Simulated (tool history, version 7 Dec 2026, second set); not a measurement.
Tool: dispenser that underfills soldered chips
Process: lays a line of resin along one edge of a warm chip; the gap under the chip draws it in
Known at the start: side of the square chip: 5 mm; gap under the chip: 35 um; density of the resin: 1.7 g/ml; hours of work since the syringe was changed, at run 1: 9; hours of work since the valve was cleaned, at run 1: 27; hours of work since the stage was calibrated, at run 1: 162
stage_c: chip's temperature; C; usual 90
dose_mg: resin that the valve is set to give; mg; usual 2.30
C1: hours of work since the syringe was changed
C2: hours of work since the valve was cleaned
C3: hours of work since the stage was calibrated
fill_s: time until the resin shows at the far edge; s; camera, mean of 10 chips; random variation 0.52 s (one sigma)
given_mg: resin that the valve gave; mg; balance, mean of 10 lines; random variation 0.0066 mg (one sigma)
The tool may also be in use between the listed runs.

Run 1, hour 0.0: usual settings; C1 9; C2 27; C3 162. Result: fill_s 83.0 s, given_mg 2.264 mg.
At hour 0.8: new syringe of resin.
Run 2, hour 4.1: usual settings; C1 2; C2 30; C3 164. Result: fill_s 50.3 s, given_mg 2.266 mg.
Run 3, hour 10.8: usual settings but stage_c 99 C; C1 6; C2 34; C3 169. Result: fill_s 51.3 s, given_mg 2.267 mg.
At hour 16.0: new syringe of resin.
Run 4, hour 17.6: usual settings; C1 1; C2 38; C3 173. Result: fill_s 47.5 s, given_mg 2.257 mg.
Run 5, hour 22.6: usual settings but dose_mg 2.18 mg; C1 4; C2 41; C3 176. Result: fill_s 59.3 s, given_mg 2.139 mg.
Run 6, hour 26.6: usual settings but dose_mg 2.18 mg; C1 7; C2 44; C3 178. Result: fill_s 71.2 s, given_mg 2.142 mg.
At hour 31.2: new syringe of resin.
Run 7, hour 32.2: usual settings but dose_mg 2.18 mg; C1 1; C2 47; C3 182. Result: fill_s 46.0 s, given_mg 2.133 mg.
Run 8, hour 35.3: usual settings but dose_mg 2.18 mg; C1 3; C2 49; C3 184. Result: fill_s 52.8 s, given_mg 2.144 mg.
Run 9, hour 42.2: usual settings but dose_mg 2.18 mg; C1 7; C2 53; C3 188. Result: fill_s 72.8 s, given_mg 2.125 mg.
At hour 46.8: new syringe of resin.
Run 10, hour 48.5: usual settings; C1 1; C2 57; C3 192. Result: fill_s 46.7 s, given_mg 2.241 mg.
Run 11, hour 51.9: usual settings; C1 3; C2 59; C3 194. Result: fill_s 55.6 s, given_mg 2.240 mg.
Run 12, hour 54.9: usual settings but dose_mg 2.33 mg; C1 5; C2 61; C3 196. Result: fill_s 63.3 s, given_mg 2.270 mg.
Run 13, hour 60.7: usual settings but dose_mg 2.33 mg; C1 9; C2 65; C3 199. Result: fill_s 80.6 s, given_mg 2.271 mg.
At hour 61.8: new syringe of resin.
Run 14, hour 64.9: usual settings but stage_c 98 C; C1 2; C2 67; C3 202. Result: fill_s 38.8 s, given_mg 2.228 mg.
Run 15, hour 72.1: usual settings but stage_c 98 C; C1 6; C2 72; C3 206. Result: fill_s 54.9 s, given_mg 2.235 mg.
At hour 76.9: new syringe of resin.
Run 16, hour 78.5: usual settings; C1 1; C2 75; C3 210. Result: fill_s 48.0 s, given_mg 2.237 mg.
Run 17, hour 82.9: usual settings; C1 4; C2 78; C3 213. Result: fill_s 57.9 s, given_mg 2.227 mg.
Run 18, hour 86.7: usual settings; C1 6; C2 81; C3 215. Result: fill_s 68.2 s, given_mg 2.228 mg.
Run 19, hour 90.7: usual settings but stage_c 81 C, dose_mg 2.02 mg; C1 9; C2 83; C3 218. Result: fill_s 111.5 s, given_mg 1.954 mg.
At hour 92.0: new syringe of resin.
Run 20, hour 95.6: usual settings but stage_c 81 C, dose_mg 2.02 mg; C1 2; C2 86; C3 221. Result: fill_s 71.1 s, given_mg 1.956 mg.
Run 21, hour 99.9: usual settings but stage_c 91 C, dose_mg 2.08 mg; C1 5; C2 89; C3 223. Result: fill_s 62.9 s, given_mg 2.014 mg.
Run 22, hour 103.5: usual settings but stage_c 91 C, dose_mg 2.08 mg; C1 7; C2 91; C3 226. Result: fill_s 73.0 s, given_mg 2.014 mg.
At hour 107.0: new syringe of resin.
Run 23, hour 107.5: usual settings but stage_c 94 C, dose_mg 2.08 mg; C1 0; C2 93; C3 228. Result: fill_s 41.4 s, given_mg 2.006 mg.
Run 24, hour 113.6: usual settings but stage_c 82 C, dose_mg 2.50 mg; C1 4; C2 97; C3 232. Result: fill_s 76.1 s, given_mg 2.404 mg.
Run 25, hour 118.2: usual settings but stage_c 93 C, dose_mg 2.76 mg; C1 7; C2 100; C3 235. Result: fill_s 67.7 s, given_mg 2.657 mg.
At hour 122.3: new syringe of resin.
Run 26, hour 125.3: usual settings but stage_c 93 C, dose_mg 2.76 mg; C1 2; C2 104; C3 239. Result: fill_s 45.0 s, given_mg 2.644 mg.
Run 27, hour 128.6: usual settings but stage_c 92 C, dose_mg 2.07 mg; C1 4; C2 106; C3 241. Result: fill_s 56.0 s, given_mg 1.976 mg.
Run 28, hour 131.9: usual settings but stage_c 92 C, dose_mg 2.07 mg; C1 6; C2 108; C3 243. Result: fill_s 64.1 s, given_mg 1.990 mg.
At hour 137.6: new syringe of resin.
Run 29, hour 138.2: usual settings but stage_c 92 C, dose_mg 2.07 mg; C1 0; C2 112; C3 247. Result: fill_s 43.0 s, given_mg 1.972 mg.
Run 30, hour 143.3: usual settings but stage_c 80 C, dose_mg 2.81 mg; C1 4; C2 115; C3 250. Result: fill_s 77.2 s, given_mg 2.685 mg.
Run 31, hour 146.7: usual settings but stage_c 93 C, dose_mg 2.71 mg; C1 6; C2 117; C3 252. Result: fill_s 58.6 s, given_mg 2.588 mg.
At hour 152.5: new syringe of resin.
Run 32, hour 153.2: usual settings but stage_c 99 C; C1 0; C2 121; C3 256. Result: fill_s 34.7 s, given_mg 2.200 mg.

The next listed run, before its measurement:
Run 33, hour 160.2: usual settings but stage_c 99 C; C1 5; C2 126; C3 260. Result: fill_s ?, given_mg ?.

{"run 33": {"fill_s": 48.1, "given_mg": 2.19}}
Without the tool's hidden state the same run would have given fill_s 33.2 s, given_mg 2.298 mg.

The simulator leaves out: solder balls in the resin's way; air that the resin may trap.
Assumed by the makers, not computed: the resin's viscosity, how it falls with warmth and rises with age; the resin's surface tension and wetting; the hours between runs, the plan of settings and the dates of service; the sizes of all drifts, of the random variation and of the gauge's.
